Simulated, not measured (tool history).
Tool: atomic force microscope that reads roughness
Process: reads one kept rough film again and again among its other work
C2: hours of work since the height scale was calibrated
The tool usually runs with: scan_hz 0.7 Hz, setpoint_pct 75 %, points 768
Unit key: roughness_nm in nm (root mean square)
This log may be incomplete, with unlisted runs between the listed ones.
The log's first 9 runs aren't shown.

Run 10, hour 210.4: usual settings but setpoint_pct 59 %; pictures with this tip 77; C2 322. Result: roughness_nm 2.422 nm (root mean square).
Run 11, hour 239.6: usual settings but scan_hz 1.576 Hz, setpoint_pct 59 %; pictures with this tip 103; C2 336. Result: roughness_nm 2.315 nm (root mean square).
Run 12, hour 256.8: usual settings but scan_hz 1.576 Hz, setpoint_pct 59 %; pictures with this tip 118; C2 345. Result: roughness_nm 2.299 nm (root mean square).
Run 13, hour 269.3: usual settings but scan_hz 1.576 Hz, setpoint_pct 59 %; pictures with this tip 130; C2 351. Result: roughness_nm 2.271 nm (root mean square).
Run 14, hour 292.4: usual settings but scan_hz 1.576 Hz, setpoint_pct 59 %; pictures with this tip 150; C2 362. Result: roughness_nm 2.222 nm (root mean square).
At hour 294.5: new tip fitted.
Run 15, hour 321.6: usual settings but scan_hz 1.576 Hz, setpoint_pct 59 %; pictures with this tip 24; C2 375. Result: roughness_nm 2.518 nm (root mean square).
Run 16, hour 343.5: usual settings but scan_hz 1.576 Hz, setpoint_pct 59 %; pictures with this tip 44; C2 386. Result: roughness_nm 2.47 nm (root mean square).
Run 17, hour 373.4: usual settings but scan_hz 0.582 Hz, setpoint_pct 58 %, points 290; pictures with this tip 70; C2 400. Result: roughness_nm 2.354 nm (root mean square).
Run 18, hour 392: usual settings but scan_hz 0.582 Hz, setpoint_pct 58 %, points 290; pictures with this tip 87; C2 409. Result: roughness_nm 2.315 nm (root mean square).
Run 19, hour 406.4: usual settings but scan_hz 0.856 Hz, setpoint_pct 64 %, points 787; pictures with this tip 100; C2 416. Result: roughness_nm 2.331 nm (root mean square).
Run 20, hour 428.6: usual settings but scan_hz 1.187 Hz, setpoint_pct 73 %, points 353; pictures with this tip 120; C2 427. Result: roughness_nm 2.215 nm (root mean square).
Run 21, hour 447.8: usual settings but scan_hz 0.588 Hz, setpoint_pct 73 %, points 353; pictures with this tip 137; C2 436. Result: roughness_nm 2.191 nm (root mean square).
At hour 465.2: new tip fitted.
Run 22, hour 465.3: usual settings but scan_hz 0.588 Hz, setpoint_pct 83 %, points 353; pictures with this tip 0; C2 444. Result: roughness_nm 2.553 nm (root mean square).
Run 23, hour 492.1: usual settings but scan_hz 0.588 Hz, setpoint_pct 83 %, points 353; pictures with this tip 24; C2 457. Result: roughness_nm 2.481 nm (root mean square).
Run 24, hour 509.2: usual settings but scan_hz 0.588 Hz, setpoint_pct 83 %, points 353; pictures with this tip 40; C2 465. Result: roughness_nm 2.46 nm (root mean square).
Run 25, hour 528: usual settings but scan_hz 1.515 Hz, setpoint_pct 70 %; pictures with this tip 57; C2 474. Result: roughness_nm 2.421 nm (root mean square).
Run 26, hour 540.8: usual settings but scan_hz 3.322 Hz, setpoint_pct 77 %, points 300; pictures with this tip 68; C2 480. Result: roughness_nm 2.196 nm (root mean square).
Run 27, hour 553.6: usual settings but setpoint_pct 58 %, points 405; pictures with this tip 80; C2 486. Result: roughness_nm 2.374 nm (root mean square).
Run 28, hour 582.4: usual settings but setpoint_pct 58 %, points 405; pictures with this tip 105; C2 500. Result: roughness_nm 2.311 nm (root mean square).
Run 29, hour 610.2: usual settings but setpoint_pct 58 %, points 405; pictures with this tip 130; C2 514. Result: roughness_nm 2.258 nm (root mean square).
At hour 634.6: new tip fitted.
Run 30, hour 635.9: usual settings but scan_hz 0.674 Hz, points 916; pictures with this tip 1; C2 526. Result: roughness_nm 2.605 nm (root mean square).
Run 31, hour 656.9: usual settings but scan_hz 1.185 Hz, setpoint_pct 85 %; pictures with this tip 20; C2 536. Result: roughness_nm 2.459 nm (root mean square).

Each row is a separate what-if for the run after 31, all from the same tool condition, not one after another. Results?
Run A, hour 674.3: usual settings but scan_hz 1.185 Hz, setpoint_pct 82 %; pictures with this tip 35; C2 544. Result: roughness_nm ?.
Run B, hour 674.3: usual settings but scan_hz 0.822 Hz, setpoint_pct 85 %; pictures with this tip 35; C2 544. Result: roughness_nm ?.
Run C, hour 674.3: usual settings but scan_hz 1.185 Hz, setpoint_pct 85 %, points 595; pictures with this tip 35; C2 544. Result: roughness_nm ?.
Run D, hour 674.3: usual settings but points 297; pictures with this tip 35; C2 544. Result: roughness_nm ?.

run  roughness_nm
  A          2.43
  B         2.435
  C         2.426
  D          2.44
Stripped of hidden state, with their random variation kept, the same runs would have yielded:
run  roughness_nm
  A         2.575
  B          2.58
  C         2.571
  D         2.586

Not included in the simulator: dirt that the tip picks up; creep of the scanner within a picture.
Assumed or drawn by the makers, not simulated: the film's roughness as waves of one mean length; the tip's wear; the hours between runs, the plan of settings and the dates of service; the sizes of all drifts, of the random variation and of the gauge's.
